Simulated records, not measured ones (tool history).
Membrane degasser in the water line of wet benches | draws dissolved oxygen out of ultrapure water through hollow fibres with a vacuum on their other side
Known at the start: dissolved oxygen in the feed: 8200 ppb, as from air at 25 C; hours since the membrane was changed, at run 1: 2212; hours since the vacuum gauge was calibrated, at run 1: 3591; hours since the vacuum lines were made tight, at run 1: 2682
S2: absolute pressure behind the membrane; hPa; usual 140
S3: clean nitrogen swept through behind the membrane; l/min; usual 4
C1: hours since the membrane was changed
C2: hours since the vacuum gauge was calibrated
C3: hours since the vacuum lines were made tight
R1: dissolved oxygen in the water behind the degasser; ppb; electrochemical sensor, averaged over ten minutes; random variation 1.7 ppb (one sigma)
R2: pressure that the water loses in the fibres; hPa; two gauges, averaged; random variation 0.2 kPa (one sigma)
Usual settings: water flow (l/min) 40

Run 1, hour 0: usual settings; C1 2212; C2 3591; C3 2682. Result: R1 271.1 ppb, R2 445.1 hPa.
Run 2, hour 82.7: usual settings but S2 148 hPa; C1 2295; C2 3674; C3 2764. Result: R1 291.6 ppb, R2 442.2 hPa.
Run 3, hour 171.9: usual settings but S2 148 hPa; C1 2384; C2 3763; C3 2853. Result: R1 291.3 ppb, R2 446.9 hPa.
Run 4, hour 242.3: usual settings but S2 148 hPa; C1 2455; C2 3833; C3 2924. Result: R1 290.7 ppb, R2 442.6 hPa.
Run 5, hour 296.3: usual settings but S2 148 hPa; C1 2509; C2 3887; C3 2978. Result: R1 291.6 ppb, R2 444.3 hPa.
Run 6, hour 411.8: usual settings but water flow (l/min) 54; C1 2624; C2 4003; C3 3093. Result: R1 369.5 ppb, R2 595.7 hPa.
At hour 419.6: seals of the vacuum lines changed.
Run 7, hour 490.2: usual settings but S2 182 hPa; C1 2700; C2 4079; C3 71. Result: R1 369.4 ppb, R2 447.8 hPa.
Run 8, hour 543.6: usual settings; C1 2754; C2 4133; C3 124. Result: R1 274.1 ppb, R2 445.1 hPa.
Run 9, hour 594.4: usual settings but S3 4.27 l/min; C1 2805; C2 4184; C3 175. Result: R1 259.4 ppb, R2 445.7 hPa.
Run 10, hour 645.6: usual settings but S2 275 hPa; C1 2856; C2 4235; C3 226. Result: R1 560.1 ppb, R2 448.9 hPa.
Run 11, hour 695.5: usual settings but S2 275 hPa, S3 9.06 l/min; C1 2906; C2 4285; C3 276. Result: R1 279 ppb, R2 443.5 hPa.
Run 12, hour 743.3: usual settings but S2 275 hPa, S3 9.06 l/min; C1 2954; C2 4332; C3 324. Result: R1 279 ppb, R2 449.2 hPa.
Run 13, hour 853.8: usual settings; C1 3064; C2 4443; C3 434. Result: R1 273.2 ppb, R2 452.1 hPa.
Run 14, hour 927.8: usual settings but S3 2.58 l/min; C1 3138; C2 4517; C3 508. Result: R1 395.1 ppb, R2 445.3 hPa.
Run 15, hour 997.7: usual settings but S3 2.58 l/min; C1 3208; C2 4587; C3 578. Result: R1 389.4 ppb, R2 447.8 hPa.
Run 16, hour 1046.3: usual settings but S3 2.58 l/min; C1 3257; C2 4635; C3 627. Result: R1 392.8 ppb, R2 446.3 hPa.
Run 17, hour 1113.7: usual settings but water flow (l/min) 36, S2 180 hPa, S3 3.49 l/min; C1 3324; C2 4703; C3 694. Result: R1 364.3 ppb, R2 403.3 hPa.
Run 18, hour 1220.6: usual settings but water flow (l/min) 36, S2 180 hPa, S3 3.49 l/min; C1 3431; C2 4810; C3 801. Result: R1 365.8 ppb, R2 403.5 hPa.
Run 19, hour 1325.1: usual settings but water flow (l/min) 56, S2 163 hPa, S3 5.03 l/min; C1 3535; C2 4914; C3 905. Result: R1 376.9 ppb, R2 619.7 hPa.
Run 20, hour 1435.5: usual settings but water flow (l/min) 27, S2 196 hPa, S3 4.82 l/min; C1 3646; C2 5025; C3 1016. Result: R1 226.8 ppb, R2 302.7 hPa.
Run 21, hour 1540.7: usual settings but water flow (l/min) 27, S2 95 hPa, S3 7.51 l/min; C1 3751; C2 5130; C3 1121. Result: R1 67.8 ppb, R2 304.6 hPa.
Run 22, hour 1653.1: usual settings but water flow (l/min) 27, S2 95 hPa, S3 7.51 l/min; C1 3863; C2 5242; C3 1233. Result: R1 67.3 ppb, R2 301 hPa.
Run 23, hour 1731.2: usual settings but water flow (l/min) 43, S2 85 hPa, S3 8.73 l/min; C1 3941; C2 5320; C3 1312. Result: R1 94.4 ppb, R2 481.9 hPa.
Run 24, hour 1832.3: usual settings but water flow (l/min) 43, S2 85 hPa, S3 8.73 l/min; C1 4043; C2 5421; C3 1413. Result: R1 93.3 ppb, R2 478.5 hPa.
Run 25, hour 1880.8: usual settings but S2 226 hPa, S3 4.03 l/min; C1 4091; C2 5470; C3 1461. Result: R1 459 ppb, R2 445.9 hPa.
Run 26, hour 1981.6: usual settings but water flow (l/min) 45, S2 275 hPa; C1 4192; C2 5571; C3 1562. Result: R1 631.9 ppb, R2 499.8 hPa.
Run 27, hour 2029.8: usual settings but water flow (l/min) 42, S2 212 hPa, S3 2.57 l/min; C1 4240; C2 5619; C3 1610. Result: R1 656.3 ppb, R2 469.2 hPa.
Run 28, hour 2090.4: usual settings but water flow (l/min) 31, S2 184 hPa, S3 2.87 l/min; C1 4301; C2 5680; C3 1671. Result: R1 387.9 ppb, R2 346.4 hPa.
Run 29, hour 2148.8: usual settings but water flow (l/min) 24, S2 184 hPa, S3 6.88 l/min; C1 4359; C2 5738; C3 1729. Result: R1 138.8 ppb, R2 266.5 hPa.
Run 30, hour 2195.7: usual settings but water flow (l/min) 24, S2 184 hPa, S3 6.88 l/min; C1 4406; C2 5785; C3 1776. Result: R1 138.2 ppb, R2 267.2 hPa.
Run 31, hour 2293.7: usual settings but water flow (l/min) 24, S2 184 hPa, S3 6.88 l/min; C1 4504; C2 5883; C3 1874. Result: R1 137.8 ppb, R2 270.1 hPa.
Run 32, hour 2401: usual settings but water flow (l/min) 26; C1 4611; C2 5990; C3 1981. Result: R1 177.8 ppb, R2 291.4 hPa.

4 ways to go on from here, each from the tool as it stands after run 32. What would each give?
Run A, hour 2487.2: usual settings but water flow (l/min) 42; C1 4698; C2 6076; C3 2068. Result: R1 ?, R2 ?.
Run B, hour 2487.2: usual settings but water flow (l/min) 39, S2 103 hPa, S3 7.31 l/min; C1 4698; C2 6076; C3 2068. Result: R1 ?, R2 ?.
Run C, hour 2487.2: usual settings but water flow (l/min) 47; C1 4698; C2 6076; C3 2068. Result: R1 ?, R2 ?.
Run D, hour 2487.2: usual settings but water flow (l/min) 50, S2 204 hPa, S3 7.45 l/min; C1 4698; C2 6076; C3 2068. Result: R1 ?, R2 ?.

run     R1     R2
  A  285.2  469.9
  B    116  438.2
  C  322.7  520.2
  D  306.5  559.8
Without the tool's hidden state the same runs would have given:
run     R1     R2
  A  284.7  469.4
  B  115.7  437.8
  C  322.1  519.6
  D  306.1  559.2
